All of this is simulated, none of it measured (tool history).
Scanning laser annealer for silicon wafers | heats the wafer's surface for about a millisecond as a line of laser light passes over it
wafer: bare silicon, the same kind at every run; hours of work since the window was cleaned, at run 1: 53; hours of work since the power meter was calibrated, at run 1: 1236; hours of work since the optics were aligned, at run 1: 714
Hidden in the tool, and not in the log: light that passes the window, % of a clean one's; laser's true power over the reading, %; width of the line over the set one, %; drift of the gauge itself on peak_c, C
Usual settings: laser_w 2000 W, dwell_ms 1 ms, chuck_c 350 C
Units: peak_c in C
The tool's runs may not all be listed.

run   hour  laser_w  dwell_ms  chuck_c  hours of work since the window was cleaned  hours of work since the power meter was calibrated  hours of work since the optics were aligned  peak_c
  1    0.0     2000         1      350                                          53                                                1236                                          714    1142
  2   34.7     2000         1      350                                          79                                                1261                                          740    1148
  3   77.8     2000         1      350                                         111                                                1293                                          772    1147
  4  108.8     2000         1      350                                         134                                                1316                                          795    1145
  5  130.1     2000         1      350                                         150                                                1332                                          811    1148
  6  151.5     2000         1      350                                         166                                                1348                                          827    1146
  7  173.9     2000         1      350                                         182                                                1365                                          843    1145
  8  195.3     2000         1      350                                         198                                                1381                                          859    1145
  9  214.3     2000         1      350                                         212                                                1395                                          873    1147
 10  260.4     2000         1      350                                         247                                                1429                                          907    1146

The next listed run, before its measurement:
 11  294.0     2000         1      350                                         271                                                1454                                          932       ?

peak_c: 1144 C
Without the tool's hidden state the same run would have given peak_c 1145 C.
